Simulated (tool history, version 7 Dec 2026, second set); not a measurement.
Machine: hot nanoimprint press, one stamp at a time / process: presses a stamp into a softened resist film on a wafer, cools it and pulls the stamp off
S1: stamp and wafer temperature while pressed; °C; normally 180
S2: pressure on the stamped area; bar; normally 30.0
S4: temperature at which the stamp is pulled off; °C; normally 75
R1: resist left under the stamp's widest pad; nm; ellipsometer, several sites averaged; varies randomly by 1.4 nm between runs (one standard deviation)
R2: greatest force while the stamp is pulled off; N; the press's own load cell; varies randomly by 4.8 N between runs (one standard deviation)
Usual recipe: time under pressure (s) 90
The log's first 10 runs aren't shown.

Run 11, hour 96.7: usual settings but time under pressure (s) 158. Result: R1 174.3 nm, R2 226 N.
Run 12, hour 108.5: usual settings but time under pressure (s) 158. Result: R1 175.5 nm, R2 231 N.
Run 13, hour 118.0: usual settings but S1 174 °C, time under pressure (s) 158. Result: R1 211.8 nm, R2 230 N.
Run 14, hour 131.3: usual settings but time under pressure (s) 53. Result: R1 272.2 nm, R2 230 N.
Run 15, hour 136.9: usual settings but time under pressure (s) 53. Result: R1 268.3 nm, R2 228 N.
Run 16, hour 146.6: usual settings but S1 192 °C, S4 73 °C. Result: R1 157.0 nm, R2 244 N.
Run 17, hour 156.7: usual settings but S1 186 °C, S2 44.8 bar, S4 69 °C. Result: R1 154.7 nm, R2 263 N.
Run 18, hour 165.0: usual settings but time under pressure (s) 83, S4 61 °C. Result: R1 229.5 nm, R2 311 N.
Run 19, hour 176.5: usual settings but time under pressure (s) 56. Result: R1 265.9 nm, R2 237 N.
Run 20, hour 186.0: usual settings but S1 174 °C, S2 18.1 bar, time under pressure (s) 153, S4 73 °C. Result: R1 261.9 nm, R2 244 N.
Run 21, hour 192.6: usual settings but S1 188 °C, S4 74 °C. Result: R1 176.7 nm, R2 238 N.
Run 22, hour 203.4: usual settings but S1 181 °C, S2 22.1 bar, time under pressure (s) 50, S4 82 °C. Result: R1 300.7 nm, R2 206 N.

Forecast run 23:
Run 23, hour 215.5: usual settings but S1 181 °C, S2 22.1 bar, time under pressure (s) 50, S4 82 °C. Result: R1 ?, R2 ?.

R1: 299.0 nm
R2: 197 N
Take away the tool's hidden state, keep the run-to-run variation as it was, and the same run would have given R1 298.9 nm, R2 197 N.

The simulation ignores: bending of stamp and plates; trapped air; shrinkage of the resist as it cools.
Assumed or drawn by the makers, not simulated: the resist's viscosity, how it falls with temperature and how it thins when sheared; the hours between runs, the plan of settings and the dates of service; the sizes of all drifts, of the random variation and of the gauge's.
